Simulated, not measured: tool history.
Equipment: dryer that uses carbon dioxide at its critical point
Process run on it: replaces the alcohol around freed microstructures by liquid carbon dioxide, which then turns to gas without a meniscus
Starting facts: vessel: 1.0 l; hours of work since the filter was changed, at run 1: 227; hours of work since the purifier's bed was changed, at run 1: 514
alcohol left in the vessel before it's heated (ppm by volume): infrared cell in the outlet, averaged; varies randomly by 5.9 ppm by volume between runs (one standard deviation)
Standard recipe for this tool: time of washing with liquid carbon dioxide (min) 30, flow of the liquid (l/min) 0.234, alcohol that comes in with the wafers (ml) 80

run,hour,time of washing with liquid carbon dioxide (min),flow of the liquid (l/min),alcohol that comes in with the wafers (ml),hours of work since the filter was changed,hours of work since the purifier's bed was changed,alcohol left in the vessel before it's heated (ppm by volume)
1,0.0,30,0.234,80,227,514,481
2,17.9,30,0.234,29,241,528,249
3,33.9,30,0.234,80,254,541,491
4,54.7,30,0.223,80,270,558,647
5,69.5,30,0.223,80,282,570,635
6,80.0,42,0.234,80,291,578,167
7,95.0,42,0.234,80,303,590,174
8,104.8,42,0.234,80,310,598,181
9,113.6,42,0.234,80,317,605,188
10,125.5,42,0.234,80,327,615,192
11,135.5,30,0.234,102,335,623,744
12,151.3,30,0.234,24,348,635,272
13,169.9,30,0.297,63,362,650,245
14,179.4,30,0.297,63,370,658,245
15,188.5,30,0.297,63,377,665,229
16,202.9,22,0.215,63,389,676,2329
17,215.8,29,0.234,34,399,687,423
# hour 225.2: inlet filter changed
18,230.1,30,0.201,108,4,697,784
19,244.6,19,0.275,111,16,709,1499
20,264.5,19,0.275,111,31,725,1576
21,284.8,19,0.275,111,48,741,1626
22,304.3,19,0.275,111,63,757,1607
23,316.3,32,0.207,34,73,766,303

4 options for the next run, each taken on its own from the tool as it stands now. Forecast them:
A,329.9,24,0.234,80,84,777,?
B,329.9,24,0.234,23,84,777,?
C,329.9,32,0.215,34,84,777,?
D,329.9,38,0.167,41,84,777,?

run,alcohol left in the vessel before it's heated (ppm by volume)
A,943
B,369
C,292
D,391
The same runs, with their run-to-run variation unchanged, on a tool lacking any hidden condition would have given:
run,alcohol left in the vessel before it's heated (ppm by volume)
A,668
B,186
C,114
D,197
